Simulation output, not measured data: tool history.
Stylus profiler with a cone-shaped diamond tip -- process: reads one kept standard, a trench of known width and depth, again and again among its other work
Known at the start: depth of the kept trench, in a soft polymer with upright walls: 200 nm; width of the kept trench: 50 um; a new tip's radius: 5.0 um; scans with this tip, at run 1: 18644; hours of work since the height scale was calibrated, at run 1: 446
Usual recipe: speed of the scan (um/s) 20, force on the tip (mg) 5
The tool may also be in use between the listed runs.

run,hour,speed of the scan (um/s),force on the tip (mg),scans with this tip,hours of work since the height scale was calibrated,depth of the trench (nm),width of the trench's floor (um)
1,0,20,5,18644,446,202.14,47.15
2,71.6,20,5,18960,496,202.2,47.17
3,165.3,20,5,19373,561,202.27,47.19
4,248.4,20,5,19739,618,202.25,47.09
5,335,20,5,20121,679,202.29,47.17
6,464.7,20,5,20693,769,202.37,47.11
7,530.5,20,3.12,20983,815,201.75,47.12
8,593.5,20,3.12,21261,858,201.56,47.14
9,659.3,20,3.12,21551,904,201.58,47.12
10,758.8,20,5,21990,973,202.16,47.11
11,876.5,34,5,22509,1055,202.2,47.11
12,931.8,8,5,22753,1093,202.31,47.14
13,1041.6,11,2.04,23237,1170,201.16,47.13
# hour 1099.9: height scale calibrated on a step standard
14,1104.1,11,2.04,23510,3,201.19,47.21
15,1182.6,11,2.04,23857,57,201.09,47.19
16,1267.1,56,9.84,24229,116,203.48,47.19
17,1393.4,20,1.99,24786,204,201.19,47.11
18,1477.4,20,1.99,25157,262,201.19,47.1
19,1536.4,33,2.46,25417,303,201.28,47.12

Below are 5 alternative next runs, each starting from the tool's condition after run 19. Predict each:
A,1655,12,14.09,25940,386,?,?
B,1655,35,4.79,25940,386,?,?
C,1655,31,2.46,25940,386,?,?
D,1655,15,6.55,25940,386,?,?
E,1655,16,2.19,25940,386,?,?

run,depth of the trench (nm),width of the trench's floor (um)
A,204.38,47.23
B,202.1,47.05
C,201.42,47.1
D,202.64,47.14
E,201.36,47.16
Had the tool no hidden state, the same runs would have come out as:
run,depth of the trench (nm),width of the trench's floor (um)
A,204.37,47.26
B,202.1,47.07
C,201.42,47.12
D,202.64,47.16
E,201.36,47.18
